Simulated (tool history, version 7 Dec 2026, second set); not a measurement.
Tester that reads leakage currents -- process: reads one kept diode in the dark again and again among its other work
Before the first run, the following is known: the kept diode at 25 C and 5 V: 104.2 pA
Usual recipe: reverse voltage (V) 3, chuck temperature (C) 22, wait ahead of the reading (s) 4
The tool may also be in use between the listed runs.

run,hour,reverse voltage (V),chuck temperature (C),wait ahead of the reading (s),current that the tester gives (pA)
1,0,3,22,4,71.81
2,47.4,12.05,22,4,124.88
3,80.6,12.05,22,0.96,127
4,121.7,12.05,22,0.96,128.2
5,157.9,12.05,22,0.96,128.48
6,197.4,12.05,22,0.96,128.6
7,251.6,12.05,22,0.71,129.3
8,304.5,12.05,22,0.71,130.22
9,355.5,3,22,4,72.63
10,381.4,3,26,4,99.88
11,430.9,3,26,4,100.21
12,485.9,3,26,4,100.09
13,532.2,3,26,4,99.66
14,579.3,3,26,4,100.06
15,633.4,3,26,4,100.83
16,682.9,3,22,9.51,73.15
17,708.4,3,44,9.51,385.7
18,735.1,1.11,34,9.51,127.51
19,788.6,1.11,34,9.51,127.63
20,845.5,4.81,32,0.4,196.38
21,898.7,1.48,22,9.01,55.67
22,953.8,1.41,27,8.5,81.99
23,980.7,1.41,27,8.5,82.13
24,1030.3,18.35,20,2.12,129.44
25,1057.6,6.37,27,3.02,146.72
26,1113,3,57,1.81,936.2
27,1138,3,57,1.81,937.86

What if the next run were any one of these 4? Each begins from the tool's condition after run 27:
A,1167.2,1.24,37,8.44,?
B,1167.2,3,27,1.28,?
C,1167.2,18.6,25,1.81,?
D,1167.2,9.06,37,0.31,?

run,current that the tester gives (pA)
A,167.04
B,110.25
C,195.03
D,369.36
With the hidden condition removed and each run's random variation left untouched, the same runs would have given:
run,current that the tester gives (pA)
A,155.09
B,101.46
C,176.7
D,342.34
